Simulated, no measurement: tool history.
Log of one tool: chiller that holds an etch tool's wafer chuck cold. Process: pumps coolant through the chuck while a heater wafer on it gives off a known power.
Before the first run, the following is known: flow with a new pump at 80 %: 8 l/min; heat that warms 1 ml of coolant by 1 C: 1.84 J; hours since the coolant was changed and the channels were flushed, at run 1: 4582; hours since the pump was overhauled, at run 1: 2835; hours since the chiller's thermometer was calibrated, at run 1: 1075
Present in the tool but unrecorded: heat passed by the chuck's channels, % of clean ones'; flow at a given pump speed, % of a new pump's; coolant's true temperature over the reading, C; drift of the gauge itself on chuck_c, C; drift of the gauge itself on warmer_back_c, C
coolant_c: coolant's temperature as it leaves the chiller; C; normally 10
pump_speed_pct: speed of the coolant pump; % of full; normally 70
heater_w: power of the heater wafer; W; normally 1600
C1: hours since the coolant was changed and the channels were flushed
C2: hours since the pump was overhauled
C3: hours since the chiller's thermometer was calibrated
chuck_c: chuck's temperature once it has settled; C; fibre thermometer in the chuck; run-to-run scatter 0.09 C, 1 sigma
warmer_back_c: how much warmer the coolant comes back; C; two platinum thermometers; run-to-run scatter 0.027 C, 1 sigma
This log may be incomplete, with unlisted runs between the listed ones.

Run 1, hour 0.0: usual settings; C1 4582; C2 2835; C3 1075. Result: chuck_c 23.11 C, warmer_back_c 7.43 C.
Run 2, hour 85.6: usual settings but pump_speed_pct 84 % of full; C1 4668; C2 2921; C3 1160. Result: chuck_c 21.12 C, warmer_back_c 6.25 C.
Run 3, hour 143.8: usual settings but pump_speed_pct 84 % of full; C1 4726; C2 2979; C3 1219. Result: chuck_c 20.99 C, warmer_back_c 6.21 C.
Run 4, hour 261.5: usual settings but pump_speed_pct 84 % of full; C1 4844; C2 3097; C3 1336. Result: chuck_c 21.00 C, warmer_back_c 6.28 C.
Run 5, hour 328.7: usual settings but heater_w 1429 W; C1 4911; C2 3164; C3 1404. Result: chuck_c 21.58 C, warmer_back_c 6.69 C.
Run 6, hour 451.1: usual settings but heater_w 1429 W; C1 5033; C2 3286; C3 1526. Result: chuck_c 21.63 C, warmer_back_c 6.74 C.
Run 7, hour 531.1: usual settings but heater_w 1429 W; C1 5113; C2 3366; C3 1606. Result: chuck_c 21.76 C, warmer_back_c 6.72 C.
Run 8, hour 604.8: usual settings but heater_w 1123 W; C1 5187; C2 3440; C3 1680. Result: chuck_c 19.14 C, warmer_back_c 5.32 C.
Run 9, hour 672.3: usual settings but heater_w 1123 W; C1 5255; C2 3508; C3 1747. Result: chuck_c 19.15 C, warmer_back_c 5.35 C.
Run 10, hour 731.7: usual settings but heater_w 1123 W; C1 5314; C2 3567; C3 1807. Result: chuck_c 19.11 C, warmer_back_c 5.32 C.
Run 11, hour 862.9: usual settings but heater_w 998 W; C1 5445; C2 3698; C3 1938. Result: chuck_c 17.96 C, warmer_back_c 4.80 C.
Run 12, hour 925.5: usual settings but heater_w 1524 W; C1 5508; C2 3761; C3 2000. Result: chuck_c 22.44 C, warmer_back_c 7.25 C.
Run 13, hour 1027.3: usual settings; C1 5609; C2 3863; C3 2102. Result: chuck_c 23.03 C, warmer_back_c 7.62 C.
Run 14, hour 1093.0: usual settings but coolant_c 5 C; C1 5675; C2 3928; C3 2168. Result: chuck_c 18.20 C, warmer_back_c 7.59 C.
Run 15, hour 1195.4: usual settings but coolant_c 5 C; C1 5778; C2 4031; C3 2270. Result: chuck_c 18.11 C, warmer_back_c 7.59 C.
Run 16, hour 1315.3: usual settings but coolant_c 16 C, pump_speed_pct 92 % of full, heater_w 1200 W; C1 5898; C2 4151; C3 2390. Result: chuck_c 23.80 C, warmer_back_c 4.53 C.
Run 17, hour 1372.3: usual settings but coolant_c 4 C, pump_speed_pct 71 % of full; C1 5954; C2 4208; C3 2447. Result: chuck_c 16.77 C, warmer_back_c 7.65 C.
Run 18, hour 1442.1: usual settings but coolant_c 4 C, pump_speed_pct 71 % of full; C1 6024; C2 4278; C3 2517. Result: chuck_c 16.90 C, warmer_back_c 7.59 C.
At hour 1511.3: gauge calibrated.
Run 19, hour 1568.9: usual settings but coolant_c 14 C, pump_speed_pct 80 % of full; C1 6151; C2 4404; C3 2644. Result: chuck_c 25.45 C, warmer_back_c 6.52 C.
At hour 1705.2: coolant changed, channels flushed.
Run 20, hour 1705.2: usual settings but coolant_c 14 C, pump_speed_pct 80 % of full; C1 0; C2 4535; C3 2774. Result: chuck_c 25.54 C, warmer_back_c 6.51 C.
Run 21, hour 1838.2: usual settings but coolant_c 15 C, pump_speed_pct 93 % of full; C1 133; C2 4668; C3 2907. Result: chuck_c 25.05 C, warmer_back_c 5.70 C.
Run 22, hour 1960.7: usual settings but heater_w 1640 W; C1 256; C2 4790; C3 3030. Result: chuck_c 23.17 C, warmer_back_c 7.71 C.
Run 23, hour 2083.2: usual settings but coolant_c 20 C, heater_w 1059 W; C1 378; C2 4913; C3 3152. Result: chuck_c 28.62 C, warmer_back_c 5.01 C.
Run 24, hour 2188.2: usual settings but coolant_c 5 C; C1 483; C2 5018; C3 3257. Result: chuck_c 18.00 C, warmer_back_c 7.61 C.
Run 25, hour 2264.7: usual settings but coolant_c 5 C, heater_w 1126 W; C1 560; C2 5094; C3 3334. Result: chuck_c 14.25 C, warmer_back_c 5.38 C.
Run 26, hour 2344.7: usual settings but coolant_c 5 C, heater_w 1126 W; C1 640; C2 5174; C3 3414. Result: chuck_c 14.03 C, warmer_back_c 5.41 C.
Run 27, hour 2414.9: usual settings but coolant_c 5 C, heater_w 1126 W; C1 710; C2 5244; C3 3484. Result: chuck_c 14.25 C, warmer_back_c 5.38 C.
Run 28, hour 2499.8: usual settings but coolant_c 12 C, pump_speed_pct 80 % of full, heater_w 1210 W; C1 795; C2 5329; C3 3569. Result: chuck_c 20.81 C, warmer_back_c 5.13 C.
Run 29, hour 2569.9: usual settings but pump_speed_pct 67 % of full, heater_w 1020 W; C1 865; C2 5399; C3 3639. Result: chuck_c 18.65 C, warmer_back_c 5.15 C.
Run 30, hour 2702.8: usual settings but coolant_c 11 C, pump_speed_pct 65 % of full, heater_w 1475 W; C1 998; C2 5532; C3 3772. Result: chuck_c 23.81 C, warmer_back_c 7.63 C.

What if the next run were any one of these 3? Each begins from the tool's condition after run 30:
Run A, hour 2798.5: usual settings but coolant_c 1 C, pump_speed_pct 63 % of full, heater_w 1192 W; C1 1093; C2 5628; C3 3867. Result: chuck_c ?, warmer_back_c ?.
Run B, hour 2798.5: usual settings but coolant_c 18 C, pump_speed_pct 75 % of full, heater_w 1177 W; C1 1093; C2 5628; C3 3867. Result: chuck_c ?, warmer_back_c ?.
Run C, hour 2798.5: usual settings but coolant_c 15 C, heater_w 1525 W; C1 1093; C2 5628; C3 3867. Result: chuck_c ?, warmer_back_c ?.

run  chuck_c  warmer_back_c
  A    11.65           6.39
  B    27.09           5.39
  C    27.38           7.32
What these runs would have given with no unlogged condition in the tool:
run  chuck_c  warmer_back_c
  A    11.62           6.12
  B    27.07           5.12
  C    27.35           7.05
